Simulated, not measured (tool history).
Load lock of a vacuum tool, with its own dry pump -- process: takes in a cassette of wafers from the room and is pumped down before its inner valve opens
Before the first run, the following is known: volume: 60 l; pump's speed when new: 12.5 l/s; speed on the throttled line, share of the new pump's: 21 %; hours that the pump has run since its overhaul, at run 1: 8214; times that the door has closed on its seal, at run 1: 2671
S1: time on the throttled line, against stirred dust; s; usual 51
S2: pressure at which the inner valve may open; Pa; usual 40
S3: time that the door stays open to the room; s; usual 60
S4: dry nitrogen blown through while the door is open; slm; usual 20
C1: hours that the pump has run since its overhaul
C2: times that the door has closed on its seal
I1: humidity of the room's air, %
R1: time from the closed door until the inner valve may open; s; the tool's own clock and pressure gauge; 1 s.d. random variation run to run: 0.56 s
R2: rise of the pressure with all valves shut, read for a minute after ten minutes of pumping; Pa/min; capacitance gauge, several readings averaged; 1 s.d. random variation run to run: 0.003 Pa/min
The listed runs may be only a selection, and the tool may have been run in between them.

{"run": 1, "day": 0.0, "S1": 51, "S2": 40, "S3": 60, "S4": 20, "C1": 8214, "C2": 2671, "I1": 45.5, "R1": 83.8, "R2": 0.03}
{"run": 2, "day": 3.992, "S1": 36, "S2": 40, "S3": 60, "S4": 20, "C1": 8310, "C2": 2893, "I1": 46.5, "R1": 72.8, "R2": 0.036}
{"run": 3, "day": 7.617, "S1": 51, "S2": 40, "S3": 60, "S4": 32, "C1": 8397, "C2": 3093, "I1": 48.9, "R1": 84.3, "R2": 0.027}
{"run": 4, "day": 11.083, "S1": 51, "S2": 45, "S3": 60, "S4": 20, "C1": 8480, "C2": 3285, "I1": 41.4, "R1": 84.3, "R2": 0.035}
{"run": 5, "day": 12.946, "S1": 51, "S2": 40, "S3": 60, "S4": 41, "C1": 8524, "C2": 3389, "I1": 48.2, "R1": 84.9, "R2": 0.03}
{"run": 6, "day": 15.175, "S1": 35, "S2": 40, "S3": 60, "S4": 20, "C1": 8578, "C2": 3512, "I1": 39.6, "R1": 73.3, "R2": 0.037}
{"run": 7, "day": 18.6, "S1": 35, "S2": 40, "S3": 60, "S4": 20, "C1": 8660, "C2": 3702, "I1": 49.1, "R1": 72.7, "R2": 0.033}
{"run": 8, "day": 20.971, "S1": 35, "S2": 28, "S3": 60, "S4": 20, "C1": 8717, "C2": 3833, "I1": 45.2, "R1": 74.4, "R2": 0.03}
{"run": 9, "day": 23.146, "S1": 35, "S2": 28, "S3": 60, "S4": 20, "C1": 8769, "C2": 3954, "I1": 45.1, "R1": 75.1, "R2": 0.031}
{"run": 10, "day": 25.696, "S1": 35, "S2": 28, "S3": 60, "S4": 20, "C1": 8830, "C2": 4095, "I1": 45.1, "R1": 75.2, "R2": 0.038}
{"run": 11, "day": 27.562, "S1": 35, "S2": 28, "S3": 60, "S4": 20, "C1": 8875, "C2": 4198, "I1": 46.5, "R1": 74.6, "R2": 0.03}
{"run": 12, "day": 30.667, "S1": 35, "S2": 28, "S3": 60, "S4": 20, "C1": 8950, "C2": 4371, "I1": 44.4, "R1": 74.8, "R2": 0.04}
{"run": 13, "day": 32.625, "S1": 51, "S2": 41, "S3": 60, "S4": 20, "C1": 8997, "C2": 4479, "I1": 43.9, "R1": 84.4, "R2": 0.036}
{"run": 14, "day": 36.662, "S1": 51, "S2": 40, "S3": 60, "S4": 20, "C1": 9094, "C2": 4703, "I1": 45.5, "R1": 84.7, "R2": 0.039}
{"run": 15, "day": 38.708, "S1": 51, "S2": 40, "S3": 60, "S4": 20, "C1": 9143, "C2": 4816, "I1": 40.2, "R1": 85.1, "R2": 0.038}
{"run": 16, "day": 41.871, "S1": 46, "S2": 40, "S3": 60, "S4": 20, "C1": 9219, "C2": 4991, "I1": 45.2, "R1": 81.6, "R2": 0.033}
{"run": 17, "day": 45.246, "S1": 46, "S2": 40, "S3": 60, "S4": 20, "C1": 9300, "C2": 5178, "I1": 42.6, "R1": 81.4, "R2": 0.031}
{"run": 18, "day": 47.604, "S1": 51, "S2": 40, "S3": 60, "S4": 20, "C1": 9356, "C2": 5309, "I1": 43.1, "R1": 85.5, "R2": 0.038}
{"run": 19, "day": 49.85, "S1": 51, "S2": 40, "S3": 155, "S4": 20, "C1": 9410, "C2": 5433, "I1": 47.5, "R1": 85.0, "R2": 0.05}
{"run": 20, "day": 53.004, "S1": 51, "S2": 40, "S3": 68, "S4": 20, "C1": 9486, "C2": 5608, "I1": 43.0, "R1": 85.6, "R2": 0.039}
{"run": 21, "day": 56.954, "S1": 36, "S2": 33, "S3": 27, "S4": 15, "C1": 9581, "C2": 5827, "I1": 45.5, "R1": 75.3, "R2": 0.041}
{"run": 22, "day": 60.662, "S1": 36, "S2": 33, "S3": 27, "S4": 15, "C1": 9670, "C2": 6032, "I1": 47.7, "R1": 75.3, "R2": 0.038}
{"run": 23, "day": 63.383, "S1": 51, "S2": 54, "S3": 60, "S4": 20, "C1": 9735, "C2": 6183, "I1": 47.8, "R1": 83.0, "R2": 0.044}
{"run": 24, "day": 66.188, "S1": 51, "S2": 67, "S3": 60, "S4": 27, "C1": 9802, "C2": 6339, "I1": 47.0, "R1": 81.2, "R2": 0.035}
{"run": 25, "day": 70.083, "S1": 51, "S2": 67, "S3": 60, "S4": 27, "C1": 9896, "C2": 6554, "I1": 44.4, "R1": 81.6, "R2": 0.042}
{"run": 26, "day": 71.917, "S1": 51, "S2": 46, "S3": 73, "S4": 20, "C1": 9940, "C2": 6656, "I1": 44.9, "R1": 84.0, "R2": 0.045}
{"run": 27, "day": 74.021, "S1": 51, "S2": 45, "S3": 73, "S4": 5, "C1": 9990, "C2": 6773, "I1": 47.7, "R1": 84.8, "R2": 0.073}
{"run": 28, "day": 76.462, "S1": 95, "S2": 40, "S3": 44, "S4": 31, "C1": 10049, "C2": 6908, "I1": 48.4, "R1": 118.2, "R2": 0.035}
{"run": 29, "day": 79.617, "S1": 79, "S2": 64, "S3": 44, "S4": 33, "C1": 10125, "C2": 7083, "I1": 46.0, "R1": 103.4, "R2": 0.032}
{"run": 30, "day": 82.396, "S1": 79, "S2": 64, "S3": 44, "S4": 33, "C1": 10191, "C2": 7237, "I1": 47.0, "R1": 102.4, "R2": 0.036}
{"run": 31, "day": 86.121, "S1": 61, "S2": 35, "S3": 45, "S4": 6, "C1": 10281, "C2": 7443, "I1": 44.1, "R1": 94.0, "R2": 0.056}
{"run": 32, "day": 89.338, "S1": 61, "S2": 35, "S3": 45, "S4": 6, "C1": 10358, "C2": 7621, "I1": 44.7, "R1": 94.2, "R2": 0.052}
{"run": 33, "day": 91.342, "S1": 61, "S2": 35, "S3": 45, "S4": 6, "C1": 10406, "C2": 7732, "I1": 42.5, "R1": 93.3, "R2": 0.053}
{"run": 34, "day": 93.621, "S1": 87, "S2": 35, "S3": 45, "S4": 34, "C1": 10461, "C2": 7859, "I1": 45.9, "R1": 112.1, "R2": 0.028}
{"run": 35, "day": 96.804, "S1": 87, "S2": 35, "S3": 45, "S4": 34, "C1": 10537, "C2": 8035, "I1": 42.6, "R1": 114.0, "R2": 0.032}
{"run": 36, "day": 98.958, "S1": 51, "S2": 40, "S3": 132, "S4": 20, "C1": 10589, "C2": 8154, "I1": 43.2, "R1": 86.6, "R2": 0.054}

Forecast run 37:
{"run": 37, "day": 101.133, "S1": 26, "S2": 41, "S3": 37, "S4": 17, "C1": 10641, "C2": 8275, "I1": 40.9, "R1": "?", "R2": "?"}

R1: 68.7 s
R2: 0.039 Pa/min
The same run, on a tool lacking any hidden state, would have yielded R1 58.7 s, R2 0.021 Pa/min.

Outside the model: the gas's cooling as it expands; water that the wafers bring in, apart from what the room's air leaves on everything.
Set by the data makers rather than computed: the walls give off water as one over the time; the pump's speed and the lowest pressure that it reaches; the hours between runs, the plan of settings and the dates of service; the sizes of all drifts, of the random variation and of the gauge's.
